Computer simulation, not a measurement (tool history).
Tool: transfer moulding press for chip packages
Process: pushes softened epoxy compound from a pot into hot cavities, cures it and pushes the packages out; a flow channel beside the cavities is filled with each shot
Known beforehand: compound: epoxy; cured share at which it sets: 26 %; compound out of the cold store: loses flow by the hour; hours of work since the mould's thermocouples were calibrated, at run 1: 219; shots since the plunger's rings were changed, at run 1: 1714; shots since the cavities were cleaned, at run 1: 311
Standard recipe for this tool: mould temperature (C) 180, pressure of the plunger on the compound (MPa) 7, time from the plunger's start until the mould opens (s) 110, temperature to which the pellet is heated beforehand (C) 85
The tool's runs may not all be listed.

run   hour  mould temperature (C)  pressure of the plunger on the compound (MPa)  time from the plunger's start until the mould opens (s)  temperature to which the pellet is heated beforehand (C)  hours of work since the mould's thermocouples were calibrated  shots since the plunger's rings were changed  shots since the cavities were cleaned  incoming compound's hours out of the cold store  length that the compound runs in the flow channel (mm)  greatest force on the pins that push the packages out (N)
  1      0                    180                                              7                                                      110                                                        85                                                            219                                          1714                                    311                                             13.8                                                     630                                                        702
  2   14.5                    180                                              7                                                      110                                                        85                                                            228                                          1887                                    484                                             25.7                                                     586                                                        728
  3   28.8                    184                                              7                                                      110                                                        85                                                            238                                          2059                                    656                                             46.3                                                     506                                                        672
  4   43.7                    184                                              7                                                      110                                                        85                                                            247                                          2237                                    834                                             11.5                                                     628                                                        709
      56.9  -- cavities cleaned with cleaning compound and waxed
  5   57.4                    184                                              7                                                      110                                                        85                                                            255                                          2383                                      6                                             30.3                                                     559                                                        438
  6   68.7                    184                                              7                                                      110                                                        85                                                            263                                          2519                                    142                                             15.5                                                     611                                                        550
  7   77.3                    184                                              7                                                      110                                                        85                                                            269                                          2622                                    245                                              9.6                                                     638                                                        578
  8   85.9                    184                                              7                                                      110                                                        85                                                            274                                          2726                                    349                                             44.3                                                     504                                                        591
  9  100.7                    184                                              7                                                      110                                                        85                                                            284                                          2902                                    525                                             28.9                                                     555                                                        656
 10  115.7                    184                                              7                                                      110                                                        85                                                            294                                          3083                                    706                                             30.8                                                     550                                                        703
 11  130.6                    184                                              7                                                      110                                                        85                                                            304                                          3261                                    884                                               38                                                     525                                                        699
     139.5  -- cavities cleaned with cleaning compound and waxed
 12  148.1                    180                                              7                                                      110                                                        88                                                            314                                          3452                                    103                                             44.9                                                     507                                                        585
 13  155.6                    180                                              7                                                      110                                                        88                                                            319                                          3543                                    194                                             28.2                                                     561                                                        615
 14  171.7                    180                                           6.53                                                      101                                                        88                                                            330                                          3735                                    386                                             21.8                                                     571                                                        822
 15  181.1                    180                                              7                                                       99                                                        85                                                            336                                          3847                                    498                                             15.2                                                     617                                                        941
 16  194.4                    180                                              7                                                       99                                                        85                                                            345                                          4007                                    658                                             36.3                                                     532                                                        890
 17  210.5                    180                                              7                                                       99                                                        85                                                            355                                          4200                                    851                                             11.6                                                     627                                                       1046
     222.2  -- cavities cleaned with cleaning compound and waxed
 18  229.2                    172                                           7.18                                                      129                                                        91                                                            366                                          4407                                     84                                             38.9                                                     543                                                        650
 19  244.3                    172                                           6.73                                                      129                                                        91                                                            376                                          4587                                    264                                             31.8                                                     561                                                        754
 20  253.4                    180                                           5.31                                                      110                                                        85                                                            382                                          4696                                    373                                             21.6                                                     507                                                        709
 21  266.1                    180                                           5.31                                                      131                                                        85                                                            391                                          4848                                    525                                                9                                                     547                                                        635
 22    280                    172                                           6.38                                                      110                                                        85                                                            400                                          5014                                    691                                             24.3                                                     560                                                       1366
 23  291.9                    172                                           6.38                                                      110                                                        85                                                            408                                          5157                                    834                                             12.2                                                     615                                                       1471
     304.6  -- cavities cleaned with cleaning compound and waxed
 24  304.6                    172                                           6.38                                                      148                                                        85                                                            415                                          5292                                      0                                             16.4                                                     594                                                        510
 25  321.9                    172                                           6.38                                                      148                                                        85                                                            426                                          5499                                    207                                             28.9                                                     546                                                        609
 26  331.2                    172                                           6.38                                                      148                                                        85                                                            433                                          5610                                    318                                             45.1                                                     488                                                        660

Branching from run 26: 4 alternative next runs. What would each branch give?
  A  343.2                    180                                              7                                                      108                                                        85                                                            441                                          5754                                    462                                             40.8                                                       ?                                                          ?
  B  343.2                    172                                           6.38                                                      138                                                        85                                                            441                                          5754                                    462                                             25.9                                                       ?                                                          ?
  C  343.2                    186                                              7                                                      110                                                        85                                                            441                                          5754                                    462                                             28.1                                                       ?                                                          ?
  D  343.2                    180                                              7                                                      110                                                        80                                                            441                                          5754                                    462                                               25                                                       ?                                                          ?

run  length that the compound runs in the flow channel (mm)  greatest force on the pins that push the packages out (N)
  A                                                     511                                                        770
  B                                                     557                                                        789
  C                                                     541                                                        643
  D                                                     564                                                        767
Without the tool's unlogged condition, the same runs would have read:
run  length that the compound runs in the flow channel (mm)  greatest force on the pins that push the packages out (N)
  A                                                     541                                                        515
  B                                                     589                                                        521
  C                                                     573                                                        436
  D                                                     597                                                        510

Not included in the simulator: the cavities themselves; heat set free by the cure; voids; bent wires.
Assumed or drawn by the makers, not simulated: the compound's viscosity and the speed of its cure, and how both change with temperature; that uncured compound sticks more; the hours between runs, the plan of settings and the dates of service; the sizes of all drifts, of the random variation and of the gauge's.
